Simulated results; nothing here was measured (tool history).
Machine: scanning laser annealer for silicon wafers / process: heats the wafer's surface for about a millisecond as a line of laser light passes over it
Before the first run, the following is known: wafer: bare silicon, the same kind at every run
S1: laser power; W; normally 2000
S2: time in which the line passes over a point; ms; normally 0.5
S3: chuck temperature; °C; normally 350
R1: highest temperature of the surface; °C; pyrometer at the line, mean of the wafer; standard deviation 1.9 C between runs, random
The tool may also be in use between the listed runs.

{"run": 1, "day": 0.0, "S1": 2000, "S2": 0.5, "S3": 350, "R1": 1155}
{"run": 2, "day": 0.471, "S1": 2000, "S2": 0.5, "S3": 318, "R1": 1123}
{"run": 3, "day": 0.846, "S1": 2000, "S2": 0.5, "S3": 350, "R1": 1154}
{"run": 4, "day": 1.288, "S1": 2000, "S2": 0.5, "S3": 350, "R1": 1155}
{"run": 5, "day": 1.829, "S1": 2175, "S2": 0.5, "S3": 350, "R1": 1236}
{"run": 6, "day": 2.192, "S1": 2175, "S2": 0.5, "S3": 350, "R1": 1232}
{"run": 7, "day": 2.579, "S1": 2175, "S2": 0.5, "S3": 350, "R1": 1234}
{"run": 8, "day": 2.85, "S1": 1869, "S2": 0.5, "S3": 350, "R1": 1095}
{"run": 9, "day": 3.338, "S1": 2168, "S2": 0.5, "S3": 350, "R1": 1231}
{"run": 10, "day": 3.658, "S1": 2168, "S2": 0.5, "S3": 350, "R1": 1232}
{"run": 11, "day": 3.95, "S1": 2000, "S2": 0.559, "S3": 350, "R1": 1194}
{"run": 12, "day": 4.388, "S1": 2000, "S2": 0.5, "S3": 329, "R1": 1134}
{"run": 13, "day": 4.858, "S1": 2000, "S2": 0.5, "S3": 329, "R1": 1132}
{"run": 14, "day": 5.279, "S1": 2000, "S2": 0.5, "S3": 313, "R1": 1117}
{"run": 15, "day": 5.696, "S1": 2116, "S2": 0.5, "S3": 350, "R1": 1209}
{"run": 16, "day": 5.933, "S1": 2159, "S2": 0.5, "S3": 350, "R1": 1227}
{"run": 17, "day": 6.462, "S1": 1906, "S2": 0.5, "S3": 350, "R1": 1110}
{"run": 18, "day": 6.854, "S1": 1906, "S2": 0.5, "S3": 350, "R1": 1113}
{"run": 19, "day": 7.321, "S1": 2132, "S2": 0.5, "S3": 350, "R1": 1215}
{"run": 20, "day": 7.575, "S1": 2132, "S2": 0.5, "S3": 350, "R1": 1216}
{"run": 21, "day": 7.967, "S1": 1968, "S2": 0.471, "S3": 350, "R1": 1116}
{"run": 22, "day": 8.288, "S1": 1949, "S2": 0.471, "S3": 364, "R1": 1122}
{"run": 23, "day": 8.529, "S1": 1949, "S2": 0.471, "S3": 339, "R1": 1098}
{"run": 24, "day": 9.038, "S1": 1932, "S2": 0.5, "S3": 346, "R1": 1119}

Forecast run 25:
{"run": 25, "day": 9.562, "S1": 1932, "S2": 0.5, "S3": 372, "R1": "?"}

R1: 1143 °C
Take away the tool's hidden state, keep the run-to-run variation as it was, and the same run would have given R1 1146 °C.
